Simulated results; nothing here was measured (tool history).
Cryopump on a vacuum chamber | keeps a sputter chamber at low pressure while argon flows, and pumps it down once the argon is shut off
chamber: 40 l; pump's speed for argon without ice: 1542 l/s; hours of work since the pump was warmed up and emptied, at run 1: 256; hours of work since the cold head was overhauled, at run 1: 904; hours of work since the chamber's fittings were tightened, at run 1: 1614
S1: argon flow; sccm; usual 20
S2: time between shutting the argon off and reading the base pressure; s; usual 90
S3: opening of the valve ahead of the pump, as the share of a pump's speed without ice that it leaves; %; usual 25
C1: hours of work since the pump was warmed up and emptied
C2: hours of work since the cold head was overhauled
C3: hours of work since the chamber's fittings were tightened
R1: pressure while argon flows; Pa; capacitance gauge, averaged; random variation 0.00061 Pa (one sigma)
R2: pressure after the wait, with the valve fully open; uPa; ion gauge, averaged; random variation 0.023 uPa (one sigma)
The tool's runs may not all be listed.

| run | day | S1 | S2 | S3 | C1 | C2 | C3 | R1 | R2 |
|---|---|---|---|---|---|---|---|---|---|
| 1 | 0.000 | 20 | 90 | 25 | 256 | 904 | 1614 | 0.0889 | 1.16 |
| 2 | 1.162 | 20 | 90 | 25 | 278 | 927 | 1636 | 0.0893 | 1.16 |
| 3 | 2.721 | 9 | 90 | 25 | 308 | 956 | 1666 | 0.0414 | 1.15 |
| 4 | 4.396 | 9 | 90 | 25 | 340 | 988 | 1698 | 0.0396 | 1.23 |
| 5 | 5.821 | 9 | 90 | 25 | 367 | 1015 | 1725 | 0.0406 | 1.19 |
| 6 | 7.229 | 9 | 90 | 25 | 394 | 1042 | 1752 | 0.0413 | 1.22 |
| 7 | 7.938 | 20 | 90 | 25 | 407 | 1055 | 1765 | 0.0908 | 1.29 |
| 8 | 8.883 | 21 | 90 | 25 | 425 | 1073 | 1783 | 0.0957 | 1.27 |
| 9 | 10.521 | 21 | 90 | 25 | 456 | 1105 | 1814 | 0.0957 | 1.27 |
| 10 | 11.442 | 21 | 90 | 25 | 474 | 1122 | 1832 | 0.0959 | 1.27 |
| 11 | 12.683 | 21 | 90 | 25 | 497 | 1146 | 1855 | 0.0963 | 1.30 |
| 12 | 13.617 | 20 | 90 | 16 | 515 | 1163 | 1873 | 0.1389 | 1.29 |
| 13 | 14.633 | 20 | 90 | 16 | 534 | 1183 | 1892 | 0.1405 | 1.30 |
| 14 | 15.421 | 20 | 90 | 16 | 549 | 1198 | 1907 | 0.1395 | 1.34 |
| 15 | 16.217 | 20 | 90 | 34 | 565 | 1213 | 1923 | 0.0677 | 1.28 |
| 16 | 17.029 | 20 | 90 | 34 | 580 | 1228 | 1938 | 0.0685 | 1.35 |
| 17 | 18.554 | 20 | 90 | 34 | 609 | 1257 | 1967 | 0.0684 | 1.33 |
|  | 19.846 | pump warmed up, emptied and cooled again |
| 18 | 20.154 | 32 | 90 | 32 | 6 | 1284 | 1993 | 0.1111 | 1.23 |
| 19 | 21.358 | 9 | 139 | 47 | 29 | 1307 | 2016 | 0.0216 | 1.04 |
| 20 | 22.525 | 9 | 139 | 47 | 51 | 1329 | 2039 | 0.0213 | 1.01 |
| 21 | 23.300 | 9 | 139 | 47 | 66 | 1344 | 2053 | 0.0214 | 1.11 |
| 22 | 24.738 | 12 | 25 | 50 | 93 | 1371 | 2081 | 0.0276 | 2.61 |
| 23 | 26.404 | 10 | 90 | 29 | 125 | 1403 | 2112 | 0.0392 | 1.30 |
| 24 | 27.867 | 20 | 110 | 25 | 153 | 1431 | 2140 | 0.0895 | 1.19 |
| 25 | 29.479 | 20 | 90 | 32 | 183 | 1461 | 2171 | 0.0699 | 1.34 |
| 26 | 30.421 | 20 | 23 | 45 | 201 | 1479 | 2189 | 0.0507 | 2.64 |
| 27 | 31.442 | 20 | 23 | 45 | 221 | 1499 | 2208 | 0.0509 | 2.74 |
| 28 | 32.342 | 8 | 90 | 25 | 238 | 1516 | 2225 | 0.0354 | 1.34 |
| 29 | 33.608 | 8 | 90 | 25 | 262 | 1540 | 2249 | 0.0351 | 1.33 |
| 30 | 35.179 | 8 | 90 | 25 | 292 | 1570 | 2279 | 0.0356 | 1.40 |
| 31 | 36.829 | 14 | 57 | 38 | 323 | 1601 | 2311 | 0.0424 | 1.64 |
| 32 | 38.467 | 14 | 57 | 38 | 354 | 1632 | 2342 | 0.0411 | 1.62 |
| 33 | 39.229 | 20 | 90 | 57 | 369 | 1647 | 2356 | 0.0414 | 1.39 |

3 ways to go on from here, each from the tool as it stands after run 33. What would each give?
| A | 40.733 | 20 | 90 | 28 | 397 | 1675 | 2385 | ? | ? |
| B | 40.733 | 10 | 174 | 50 | 397 | 1675 | 2385 | ? | ? |
| C | 40.733 | 20 | 90 | 51 | 397 | 1675 | 2385 | ? | ? |

| run | R1 | R2 |
|---|---|---|
| A | 0.0812 | 1.42 |
| B | 0.0228 | 1.21 |
| C | 0.0451 | 1.46 |
Without the tool's hidden state the same runs would have given:
| run | R1 | R2 |
|---|---|---|
| A | 0.0786 | 0.69 |
| B | 0.0215 | 0.46 |
| C | 0.0425 | 0.73 |

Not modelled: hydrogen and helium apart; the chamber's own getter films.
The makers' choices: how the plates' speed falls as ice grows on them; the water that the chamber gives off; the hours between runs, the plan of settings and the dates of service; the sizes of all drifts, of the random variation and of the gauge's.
